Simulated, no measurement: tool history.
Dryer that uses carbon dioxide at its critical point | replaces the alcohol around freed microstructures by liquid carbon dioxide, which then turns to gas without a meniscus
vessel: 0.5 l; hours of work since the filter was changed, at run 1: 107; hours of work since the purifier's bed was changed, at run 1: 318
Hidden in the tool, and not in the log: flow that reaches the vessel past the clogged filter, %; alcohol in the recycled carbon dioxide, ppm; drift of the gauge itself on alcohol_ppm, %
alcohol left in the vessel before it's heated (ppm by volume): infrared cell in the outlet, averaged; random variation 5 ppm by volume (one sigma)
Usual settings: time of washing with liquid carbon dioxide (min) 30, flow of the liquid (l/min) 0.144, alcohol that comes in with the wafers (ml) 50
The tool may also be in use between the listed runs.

run,hour,time of washing with liquid carbon dioxide (min),flow of the liquid (l/min),alcohol that comes in with the wafers (ml),hours of work since the filter was changed,hours of work since the purifier's bed was changed,alcohol left in the vessel before it's heated (ppm by volume)
1,0,30,0.144,50,107,318,59
2,20.4,30,0.144,50,116,328,69
3,52.8,32,0.144,50,131,343,50
4,86.6,32,0.144,50,147,359,59
5,118.7,32,0.144,50,162,374,58
# hour 146.9: inlet filter changed
6,146.9,32,0.144,50,0,386,38
7,172,30,0.178,50,12,398,41
8,196.9,30,0.178,50,23,409,39
9,218.6,30,0.178,50,33,420,43
10,245.8,30,0.178,50,46,432,38
11,272.6,39,0.221,52,58,445,41
12,299.7,39,0.235,81,71,457,45
13,325.4,39,0.235,23,83,469,34

Forecast run 14:
14,349.3,39,0.235,23,94,480,?

alcohol left in the vessel before it's heated (ppm by volume): 54
Without the tool's hidden state the same run would have given alcohol left in the vessel before it's heated (ppm by volume) 18.
